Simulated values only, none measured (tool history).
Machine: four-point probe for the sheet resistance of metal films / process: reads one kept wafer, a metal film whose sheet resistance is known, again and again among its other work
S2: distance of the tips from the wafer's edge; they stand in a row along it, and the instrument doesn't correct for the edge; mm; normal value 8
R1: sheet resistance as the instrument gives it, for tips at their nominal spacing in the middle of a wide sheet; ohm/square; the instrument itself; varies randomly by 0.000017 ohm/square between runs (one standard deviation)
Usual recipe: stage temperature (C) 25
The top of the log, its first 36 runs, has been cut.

run 37 day=25.312 | stage_temperature_(C)=26 S2=5 | R1=0.083559
run 38 day=25.758 | stage_temperature_(C)=23 S2=16 | R1=0.082849
run 39 day=26.388 | stage_temperature_(C)=22 S2=33 | R1=0.082719
run 40 day=26.800 | stage_temperature_(C)=23 S2=5 | R1=0.083237
run 41 day=27.438 | stage_temperature_(C)=18 S2=7 | R1=0.082506
run 42 day=28.312 | stage_temperature_(C)=27 S2=9 | R1=0.083354
run 43 day=29.071 | stage_temperature_(C)=20 S2=10 | R1=0.082588
run 44 day=29.883 | stage_temperature_(C)=20 S2=10 | R1=0.082582
run 45 day=30.871 | stage_temperature_(C)=20 S2=10 | R1=0.082600

Below are 4 alternative next runs, each starting from the tool's condition after run 45. Predict each:
run A day=31.492 | stage_temperature_(C)=34 S2=10 | R1=?
run B day=31.492 | stage_temperature_(C)=35 S2=6 | R1=?
run C day=31.492 | stage_temperature_(C)=19 S2=3 | R1=?
run D day=31.492 | stage_temperature_(C)=30 S2=8 | R1=?

run=A R1=0.084072
run=B R1=0.084309
run=C R1=0.083608
run=D R1=0.083671
Had the tool no hidden state, the same runs would have come out as:
run=A R1=0.084072
run=B R1=0.084309
run=C R1=0.083608
run=D R1=0.083671
